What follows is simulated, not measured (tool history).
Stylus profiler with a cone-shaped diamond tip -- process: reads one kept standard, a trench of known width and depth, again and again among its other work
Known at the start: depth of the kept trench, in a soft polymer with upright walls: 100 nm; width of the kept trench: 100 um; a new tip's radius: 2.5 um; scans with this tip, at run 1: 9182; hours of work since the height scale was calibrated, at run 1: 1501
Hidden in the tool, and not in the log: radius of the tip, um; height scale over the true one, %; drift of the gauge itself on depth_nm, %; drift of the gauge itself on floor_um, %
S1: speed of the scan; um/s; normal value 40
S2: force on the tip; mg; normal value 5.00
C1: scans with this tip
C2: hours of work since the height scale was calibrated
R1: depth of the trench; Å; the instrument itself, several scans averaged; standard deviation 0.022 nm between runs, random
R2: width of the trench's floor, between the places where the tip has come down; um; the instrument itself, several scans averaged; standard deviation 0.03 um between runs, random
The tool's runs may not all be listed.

{"run": 1, "hour": 0.0, "S1": 40, "S2": 5.0, "C1": 9182, "C2": 1501, "R1": 1016.2, "R2": 98.14}
{"run": 2, "hour": 82.0, "S1": 40, "S2": 2.12, "C1": 9458, "C2": 1546, "R1": 1009.7, "R2": 98.1}
{"run": 3, "hour": 157.8, "S1": 40, "S2": 6.58, "C1": 9713, "C2": 1588, "R1": 1019.6, "R2": 98.14}
{"run": 4, "hour": 248.7, "S1": 40, "S2": 6.58, "C1": 10019, "C2": 1638, "R1": 1019.1, "R2": 98.1}
{"run": 5, "hour": 341.5, "S1": 40, "S2": 6.58, "C1": 10331, "C2": 1689, "R1": 1019.2, "R2": 98.08}
{"hour": 351.0, "done": "height scale calibrated on a step standard"}
{"run": 6, "hour": 416.9, "S1": 40, "S2": 6.58, "C1": 10583, "C2": 36, "R1": 1019.8, "R2": 98.12}
{"run": 7, "hour": 484.7, "S1": 17, "S2": 2.35, "C1": 10811, "C2": 74, "R1": 1011.3, "R2": 98.1}
{"run": 8, "hour": 581.7, "S1": 17, "S2": 2.35, "C1": 11138, "C2": 127, "R1": 1011.5, "R2": 98.16}
{"hour": 596.2, "done": "height scale calibrated on a step standard, once more"}
{"run": 9, "hour": 663.8, "S1": 60, "S2": 13.6, "C1": 11412, "C2": 37, "R1": 1027.7, "R2": 98.1}
{"run": 10, "hour": 749.0, "S1": 60, "S2": 13.6, "C1": 11699, "C2": 84, "R1": 1027.9, "R2": 98.06}

Here are 3 independent what-if runs from the current tool condition. What would each one return?
{"run": "A", "hour": 838.6, "S1": 86, "S2": 4.01, "C1": 12000, "C2": 133, "R1": "?", "R2": "?"}
{"run": "B", "hour": 838.6, "S1": 52, "S2": 8.55, "C1": 12000, "C2": 133, "R1": "?", "R2": "?"}
{"run": "C", "hour": 838.6, "S1": 40, "S2": 4.0, "C1": 12000, "C2": 133, "R1": "?", "R2": "?"}

run=A R1=1012.0 R2=97.92
run=B R1=1020.3 R2=98.04
run=C R1=1012.5 R2=98.04
Without the tool's unlogged condition, the same runs would have read:
run=A R1=1012.1 R2=98.33
run=B R1=1020.4 R2=98.46
run=C R1=1012.6 R2=98.46
